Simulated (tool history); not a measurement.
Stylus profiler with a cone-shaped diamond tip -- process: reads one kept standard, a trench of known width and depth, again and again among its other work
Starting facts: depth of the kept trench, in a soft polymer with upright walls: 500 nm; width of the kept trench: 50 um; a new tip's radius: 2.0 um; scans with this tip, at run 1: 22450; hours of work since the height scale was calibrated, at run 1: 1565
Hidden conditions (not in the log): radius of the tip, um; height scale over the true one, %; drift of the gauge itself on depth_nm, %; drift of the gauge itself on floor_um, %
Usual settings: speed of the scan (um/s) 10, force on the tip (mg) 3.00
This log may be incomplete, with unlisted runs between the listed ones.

run	hour	speed of the scan (um/s)	force on the tip (mg)	scans with this tip	hours of work since the height scale was calibrated	depth of the trench (angstrom)	width of the trench's floor (um)
1	0.0	10	3.00	22450	1565	5069.0	47.30
2	75.4	10	3.00	23269	1622	5067.9	47.22
3	155.0	10	3.00	24133	1682	5071.3	47.31
4	236.4	10	3.00	25017	1744	5070.0	47.29
5	294.9	10	3.00	25652	1788	5068.4	47.27
6	351.1	10	3.00	26262	1830	5066.3	47.35
7	407.6	10	3.00	26875	1873	5067.9	47.26
8	467.8	10	3.00	27529	1919	5068.0	47.26
9	519.4	10	3.00	28089	1958	5070.7	47.25
10	577.7	10	3.00	28722	2002	5069.4	47.25
11	630.7	10	3.00	29297	2042	5069.0	47.28
12	683.0	29	3.00	29865	2082	5068.3	47.19
# hour 716.3: height scale calibrated on a step standard
13	734.3	29	3.00	30417	14	5068.3	47.20
14	804.7	15	3.00	31181	67	5068.7	47.25
15	890.3	15	3.00	32110	132	5067.0	47.26
16	974.9	15	3.00	33029	196	5067.0	47.29
17	1049.8	15	4.71	33842	252	5094.4	47.30
18	1135.0	6	8.04	34767	317	5132.3	47.33
19	1175.0	18	5.06	35202	347	5099.3	47.22
20	1243.1	10	7.97	35942	399	5132.6	47.28
21	1324.3	5	1.94	36823	460	5051.1	47.27
# hour 1373.1: new tip fitted, height scale calibrated
22	1411.0	3	3.00	411	29	5067.5	47.35
23	1467.8	3	3.00	1028	72	5068.1	47.30
24	1539.4	3	3.00	1805	126	5066.5	47.29
25	1619.1	2	1.27	2671	186	5038.7	47.28
26	1655.8	5	4.07	3070	214	5083.7	47.33
27	1709.6	5	4.07	3654	255	5083.6	47.32
28	1756.0	24	1.09	4157	290	5031.5	47.09
29	1832.4	5	1.08	4987	348	5034.6	47.29
30	1901.8	3	3.12	5740	400	5070.7	47.31
31	1949.6	29	1.38	6260	436	5042.8	47.07

3 options for the next run, each taken on its own from the tool as it stands now. Forecast them:
A	2007.0	5	3.92	6882	480	?	?
B	2007.0	2	3.00	6882	480	?	?
C	2007.0	16	1.38	6882	480	?	?

run	depth of the trench (angstrom)	width of the trench's floor (um)
A	5081.0	47.29
B	5068.3	47.31
C	5044.0	47.24
With no hidden state in the tool, these same runs would have given:
run	depth of the trench (angstrom)	width of the trench's floor (um)
A	5080.9	47.30
B	5068.2	47.31
C	5043.9	47.24

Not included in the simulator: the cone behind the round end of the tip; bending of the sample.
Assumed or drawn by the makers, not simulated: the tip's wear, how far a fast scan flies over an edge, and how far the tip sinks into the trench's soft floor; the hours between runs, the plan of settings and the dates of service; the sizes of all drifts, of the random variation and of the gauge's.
